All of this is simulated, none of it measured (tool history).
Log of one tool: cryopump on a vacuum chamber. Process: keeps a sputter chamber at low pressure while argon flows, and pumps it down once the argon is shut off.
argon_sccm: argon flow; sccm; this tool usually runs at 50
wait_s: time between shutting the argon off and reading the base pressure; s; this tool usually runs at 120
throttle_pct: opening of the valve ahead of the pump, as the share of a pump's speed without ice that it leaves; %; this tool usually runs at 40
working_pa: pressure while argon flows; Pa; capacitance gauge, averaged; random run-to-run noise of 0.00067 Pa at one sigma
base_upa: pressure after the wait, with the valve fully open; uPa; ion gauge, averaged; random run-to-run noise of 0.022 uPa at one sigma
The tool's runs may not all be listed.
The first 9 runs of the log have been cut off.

| run | hour | argon_sccm | wait_s | throttle_pct | working_pa | base_upa |
|---|---|---|---|---|---|---|
| 10 | 216.4 | 25 | 120 | 40 | 0.0578 | 2.45 |
| 11 | 242.4 | 25 | 120 | 40 | 0.0584 | 2.39 |
| 12 | 268.8 | 50 | 27 | 40 | 0.1167 | 4.03 |
| 13 | 295.9 | 50 | 27 | 22 | 0.2067 | 4.03 |
| 14 | 311.9 | 79 | 120 | 40 | 0.1864 | 2.46 |
| 15 | 341.4 | 50 | 120 | 40 | 0.1175 | 2.46 |
| 16 | 370.3 | 50 | 120 | 58 | 0.0837 | 2.41 |
| 17 | 384.4 | 50 | 120 | 58 | 0.0844 | 2.4 |
| 18 | 402.5 | 50 | 120 | 58 | 0.0849 | 2.5 |
| 19 | 427.7 | 76 | 32 | 57 | 0.1311 | 3.78 |
| 20 | 441.6 | 50 | 224 | 40 | 0.1182 | 2.27 |
| 21 | 456.2 | 35 | 142 | 26 | 0.1252 | 2.47 |
| 22 | 480.5 | 67 | 43 | 36 | 0.1757 | 3.4 |
| 23 | 506.7 | 60 | 165 | 18 | 0.3031 | 2.41 |
| 24 | 526.8 | 21 | 268 | 16 | 0.1197 | 2.34 |
| 25 | 553.5 | 50 | 120 | 26 | 0.1804 | 2.58 |
| 26 | 568.1 | 32 | 116 | 15 | 0.1934 | 2.53 |
| 27 | 585.9 | 74 | 116 | 20 | 0.3385 | 2.67 |
| 28 | 615.9 | 32 | 283 | 20 | 0.1477 | 2.43 |
| 29 | 643.7 | 32 | 283 | 20 | 0.1473 | 2.41 |
| 30 | 661.3 | 35 | 288 | 24 | 0.1371 | 2.41 |
|  | 686.8 | pump warmed up, emptied and cooled again |
| 31 | 690.9 | 72 | 51 | 21 | 0.304 | 2.91 |
| 32 | 703.7 | 72 | 51 | 21 | 0.3033 | 2.74 |
| 33 | 717.8 | 50 | 33 | 40 | 0.1097 | 3.57 |

Forecast each of these 4 alternatives for the next run:
| A | 744.7 | 35 | 142 | 16 | ? | ? |
| B | 744.7 | 50 | 33 | 34 | ? | ? |
| C | 744.7 | 50 | 209 | 54 | ? | ? |
| D | 744.7 | 50 | 24 | 48 | ? | ? |

| run | working_pa | base_upa |
|---|---|---|
| A | 0.1914 | 2.21 |
| B | 0.1291 | 3.52 |
| C | 0.0832 | 2.07 |
| D | 0.0921 | 4.13 |
Stripped of hidden state, with their random variation kept, the same runs would have yielded:
| run | working_pa | base_upa |
|---|---|---|
| A | 0.1908 | 0.55 |
| B | 0.1283 | 1.86 |
| C | 0.0824 | 0.4 |
| D | 0.0913 | 2.48 |
